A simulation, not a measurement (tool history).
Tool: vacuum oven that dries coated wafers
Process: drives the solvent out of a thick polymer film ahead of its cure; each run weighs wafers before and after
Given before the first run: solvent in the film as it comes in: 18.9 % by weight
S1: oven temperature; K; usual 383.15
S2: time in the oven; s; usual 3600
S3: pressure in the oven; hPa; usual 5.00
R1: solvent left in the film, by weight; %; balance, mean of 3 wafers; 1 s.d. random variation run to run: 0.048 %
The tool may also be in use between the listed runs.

{"run": 1, "day": 0.0, "S1": 383.15, "S2": 3600, "S3": 5.0, "R1": 1.29}
{"run": 2, "day": 0.296, "S1": 383.15, "S2": 3600, "S3": 5.0, "R1": 1.21}
{"run": 3, "day": 0.667, "S1": 383.15, "S2": 3600, "S3": 5.0, "R1": 1.31}
{"run": 4, "day": 0.967, "S1": 383.15, "S2": 3600, "S3": 5.0, "R1": 1.32}
{"run": 5, "day": 1.258, "S1": 383.15, "S2": 3600, "S3": 5.0, "R1": 1.25}
{"run": 6, "day": 1.588, "S1": 383.15, "S2": 3600, "S3": 5.0, "R1": 1.29}
{"run": 7, "day": 1.9, "S1": 383.15, "S2": 3600, "S3": 5.0, "R1": 1.28}
{"run": 8, "day": 2.354, "S1": 383.15, "S2": 3600, "S3": 5.0, "R1": 1.22}
{"run": 9, "day": 2.742, "S1": 383.15, "S2": 3600, "S3": 5.0, "R1": 1.23}
{"run": 10, "day": 3.121, "S1": 383.15, "S2": 3600, "S3": 5.0, "R1": 1.28}
{"run": 11, "day": 3.65, "S1": 383.15, "S2": 3600, "S3": 5.0, "R1": 1.23}
{"run": 12, "day": 3.962, "S1": 383.15, "S2": 3600, "S3": 5.0, "R1": 1.25}
{"run": 13, "day": 4.488, "S1": 396.15, "S2": 3600, "S3": 5.0, "R1": 0.35}
{"run": 14, "day": 5.038, "S1": 385.15, "S2": 3600, "S3": 5.0, "R1": 0.98}
{"run": 15, "day": 5.383, "S1": 381.15, "S2": 3600, "S3": 5.0, "R1": 1.6}
{"run": 16, "day": 5.696, "S1": 369.15, "S2": 3600, "S3": 5.0, "R1": 4.76}
{"run": 17, "day": 6.112, "S1": 369.15, "S2": 3600, "S3": 5.0, "R1": 4.61}
{"run": 18, "day": 6.642, "S1": 369.15, "S2": 3600, "S3": 5.0, "R1": 4.64}
{"run": 19, "day": 7.242, "S1": 383.15, "S2": 2280, "S3": 5.0, "R1": 2.95}
{"run": 20, "day": 7.792, "S1": 383.15, "S2": 3600, "S3": 5.0, "R1": 1.26}
{"run": 21, "day": 8.362, "S1": 383.15, "S2": 3600, "S3": 5.0, "R1": 1.21}
{"run": 22, "day": 8.729, "S1": 383.15, "S2": 3600, "S3": 5.0, "R1": 1.27}
{"run": 23, "day": 9.054, "S1": 383.15, "S2": 4200, "S3": 5.0, "R1": 1.01}
{"run": 24, "day": 9.408, "S1": 383.15, "S2": 4200, "S3": 5.0, "R1": 0.84}
{"run": 25, "day": 9.904, "S1": 371.15, "S2": 6000, "S3": 7.46, "R1": 2.11}
{"run": 26, "day": 10.492, "S1": 371.15, "S2": 6000, "S3": 5.81, "R1": 1.93}
{"run": 27, "day": 10.896, "S1": 371.15, "S2": 6000, "S3": 15.78, "R1": 2.86}
{"run": 28, "day": 11.329, "S1": 371.15, "S2": 6000, "S3": 15.78, "R1": 2.93}
{"run": 29, "day": 11.762, "S1": 371.15, "S2": 6000, "S3": 15.78, "R1": 2.89}
{"run": 30, "day": 12.138, "S1": 389.15, "S2": 3840, "S3": 15.84, "R1": 1.08}
{"run": 31, "day": 12.621, "S1": 389.15, "S2": 4500, "S3": 3.77, "R1": 0.28}
{"run": 32, "day": 13.171, "S1": 375.15, "S2": 3600, "S3": 18.74, "R1": 3.91}
{"run": 33, "day": 13.583, "S1": 388.15, "S2": 3600, "S3": 5.66, "R1": 0.74}
{"run": 34, "day": 13.85, "S1": 381.15, "S2": 2520, "S3": 5.0, "R1": 2.96}
{"run": 35, "day": 14.421, "S1": 381.15, "S2": 2040, "S3": 2.62, "R1": 3.69}
{"run": 36, "day": 15.025, "S1": 378.15, "S2": 5460, "S3": 5.0, "R1": 1.01}
{"run": 37, "day": 15.633, "S1": 374.15, "S2": 5460, "S3": 5.0, "R1": 1.55}
{"run": 38, "day": 16.125, "S1": 374.15, "S2": 2160, "S3": 8.99, "R1": 6.01}
{"run": 39, "day": 16.721, "S1": 388.15, "S2": 3600, "S3": 10.17, "R1": 0.97}
{"run": 40, "day": 17.096, "S1": 388.15, "S2": 3600, "S3": 10.17, "R1": 0.96}
{"run": 41, "day": 17.654, "S1": 388.15, "S2": 3600, "S3": 10.17, "R1": 0.95}
{"run": 42, "day": 18.088, "S1": 388.15, "S2": 3600, "S3": 10.17, "R1": 0.91}
{"run": 43, "day": 18.558, "S1": 372.15, "S2": 2040, "S3": 3.9, "R1": 6.42}

What does the tool deliver on the next run?
{"run": 44, "day": 19.175, "S1": 372.15, "S2": 2040, "S3": 3.9, "R1": "?"}

R1: 6.59 %
Had the tool carried no hidden state, the very same run would have given R1 6.72 %.
